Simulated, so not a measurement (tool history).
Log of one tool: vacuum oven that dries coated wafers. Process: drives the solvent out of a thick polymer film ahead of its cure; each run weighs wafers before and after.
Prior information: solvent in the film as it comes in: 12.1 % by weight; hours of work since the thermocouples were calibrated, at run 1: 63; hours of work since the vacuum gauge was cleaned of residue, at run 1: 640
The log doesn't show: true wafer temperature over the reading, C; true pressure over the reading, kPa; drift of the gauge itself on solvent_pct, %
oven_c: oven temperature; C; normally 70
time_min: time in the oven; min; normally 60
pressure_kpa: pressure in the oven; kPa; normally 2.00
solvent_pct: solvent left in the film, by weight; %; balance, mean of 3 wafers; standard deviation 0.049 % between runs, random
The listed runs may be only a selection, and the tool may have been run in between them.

run    hour  oven_c  time_min  pressure_kpa  hours of work since the thermocouples were calibrated  hours of work since the vacuum gauge was cleaned of residue  solvent_pct
  1     0.0      70        60          2.00                                                     63                                                          640         2.65
  2    21.2      70        60          2.00                                                     74                                                          651         2.71
  3    55.4      70        60          2.00                                                     91                                                          669         2.62
  4    86.3      70        60          2.00                                                    107                                                          684         2.72
  5   106.3      70        60          2.00                                                    117                                                          695         2.76
  6   133.1      70        60          2.00                                                    131                                                          708         2.68
  7   155.7      70        35          2.00                                                    142                                                          720         4.50
  8   190.4      70        35          2.00                                                    160                                                          738         4.55
  9   211.0      70        35          2.00                                                    171                                                          748         4.38
 10   240.1      70        34          2.00                                                    186                                                          763         4.64
 11   254.3      70        60          2.28                                                    193                                                          770         2.88
 12   283.5      70        60          2.28                                                    208                                                          785         2.84
 13   314.5      65        60          2.28                                                    224                                                          801         4.37
 14   332.5      68        60          2.28                                                    233                                                          810         3.42
 15   350.8      70        60          2.00                                                    242                                                          820         2.72
 16   381.1      70        60          2.00                                                    258                                                          835         2.77
 17   404.8      70        60          2.00                                                    270                                                          847         2.76
 18   437.4      70        60          2.00                                                    287                                                          864         2.87
 19   453.2      70        60          2.00                                                    295                                                          872         2.79
 20   468.0      70        60          2.00                                                    302                                                          880         2.88
 21   486.8      70        60          2.00                                                    312                                                          889         2.91
 22   506.9      70        60          2.00                                                    322                                                          900         2.89
 23   523.9      57        37          2.00                                                    331                                                          908         7.78
 24   558.3      79        88          3.47                                                    349                                                          926         0.92
 25   580.3      80        87          1.52                                                    360                                                          937         0.49
 26   602.5      80        87          1.52                                                    371                                                          949         0.45
 27   625.0      63        36          2.71                                                    383                                                          960         6.73
 28   640.6      63        36          2.71                                                    391                                                          968         6.62
 29   656.3      71        60          2.00                                                    399                                                          976         2.54
 30   678.6      71        60          2.00                                                    410                                                          988         2.63
 31   711.7      80        31          1.28                                                    427                                                         1005         2.17
 32   728.0      76        33          5.46                                                    435                                                         1013         3.99
 33   762.7      78        33          5.46                                                    453                                                         1031         3.38
 34   790.9      57        96          2.93                                                    468                                                         1045         5.75
 35   813.6      57        96          4.00                                                    479                                                         1057         6.18
 36   836.9      61        35          5.03                                                    491                                                         1069         7.73
 37   861.4      61        35          5.03                                                    504                                                         1081         7.80
 38   884.0      61        35          3.77                                                    515                                                         1093         7.74
 39   916.5      74        73          1.04                                                    532                                                         1109         1.27
 40   941.3      56        60          2.22                                                    545                                                         1122         7.07
 41   961.4      70        77          3.27                                                    555                                                         1133         2.67
 42   991.5      71        60          1.32                                                    570                                                         1148         2.49
 43  1021.4      71        60          1.32                                                    586                                                         1163         2.60

For some of the steps in solvent_pct from one run to the next: how much would appear even if the tool had no hidden state, given the settings, what came in and random variation, and how much remains for the hidden state plus any gauge scatter that the measured result and the result without hidden state don't share?
Run 23 -> 24: oven_c 57 -> 79, time_min 37 -> 88, pressure_kpa 2.00 -> 3.47. solvent_pct -6.86 %: hidden state -0.07, all else -6.79.
Run 26 -> 27: oven_c 80 -> 63, time_min 87 -> 36, pressure_kpa 1.52 -> 2.71. solvent_pct +6.28 %: hidden state +0.14, all else +6.14.
Run 35 -> 36: oven_c 57 -> 61, time_min 96 -> 35, pressure_kpa 4.00 -> 5.03. solvent_pct +1.55 %: hidden state -0.09, all else +1.64.
Run 38 -> 39: oven_c 61 -> 74, time_min 35 -> 73, pressure_kpa 3.77 -> 1.04. solvent_pct -6.47 %: hidden state -0.06, all else -6.41.
Run 39 -> 40: oven_c 74 -> 56, time_min 73 -> 60, pressure_kpa 1.04 -> 2.22. solvent_pct +5.80 %: hidden state +0.11, all else +5.69.

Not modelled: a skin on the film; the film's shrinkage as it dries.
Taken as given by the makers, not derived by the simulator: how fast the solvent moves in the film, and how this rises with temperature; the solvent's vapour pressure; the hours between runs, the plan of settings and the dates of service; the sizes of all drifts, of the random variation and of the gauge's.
